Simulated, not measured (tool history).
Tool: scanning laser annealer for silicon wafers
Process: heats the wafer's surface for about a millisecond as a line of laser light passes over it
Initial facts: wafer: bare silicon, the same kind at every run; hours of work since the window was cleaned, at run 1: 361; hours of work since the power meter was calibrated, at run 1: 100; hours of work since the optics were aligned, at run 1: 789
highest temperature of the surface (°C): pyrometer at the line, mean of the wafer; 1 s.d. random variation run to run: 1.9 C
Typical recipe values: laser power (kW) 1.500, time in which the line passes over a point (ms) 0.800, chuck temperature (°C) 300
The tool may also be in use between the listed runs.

run	hour	laser power (kW)	time in which the line passes over a point (ms)	chuck temperature (°C)	hours of work since the window was cleaned	hours of work since the power meter was calibrated	hours of work since the optics were aligned	highest temperature of the surface (°C)
1	0.0	1.500	0.800	300	361	100	789	1092
2	28.1	1.500	0.800	316	376	115	804	1104
3	46.8	1.500	0.620	300	386	125	814	982
4	67.4	1.500	0.620	300	397	136	825	985
5	85.6	1.500	0.620	325	407	146	835	1005
6	113.6	1.500	0.620	325	422	161	850	1006
7	144.6	1.500	0.800	290	439	177	866	1084
8	166.1	1.578	0.800	300	450	189	878	1141
9	189.0	1.578	0.800	300	462	201	890	1140
10	217.5	1.578	0.800	300	478	216	905	1139
11	242.9	1.523	0.963	290	491	230	919	1190
12	268.1	1.500	0.818	300	505	243	932	1105
13	298.3	1.531	0.869	300	521	259	949	1152
14	317.4	1.531	0.869	300	531	269	959	1152
15	350.0	1.531	0.869	300	548	287	976	1153

A few steps of highest temperature of the surface (°C) between consecutive runs. Split each: what settings, incoming material and random variation would produce without the hidden state, and what is left over for the hidden state, along with gauge scatter present in only one of the two compared results (measured, and without hidden state):
Hidden state present: light that passes the window, % of a clean one's; laser's true power over the reading, %; width of the line over the set one, %; drift of the gauge itself on peak_c, C.
Run 2 -> 3: time in which the line passes over a point (ms) 0.800 -> 0.620, chuck temperature (°C) 316 -> 300. highest temperature of the surface (°C) -122: hidden state +0, all else -122.
Run 7 -> 8: laser power (kW) 1.500 -> 1.578, chuck temperature (°C) 290 -> 300. highest temperature of the surface (°C) +57: hidden state -1, all else +58.
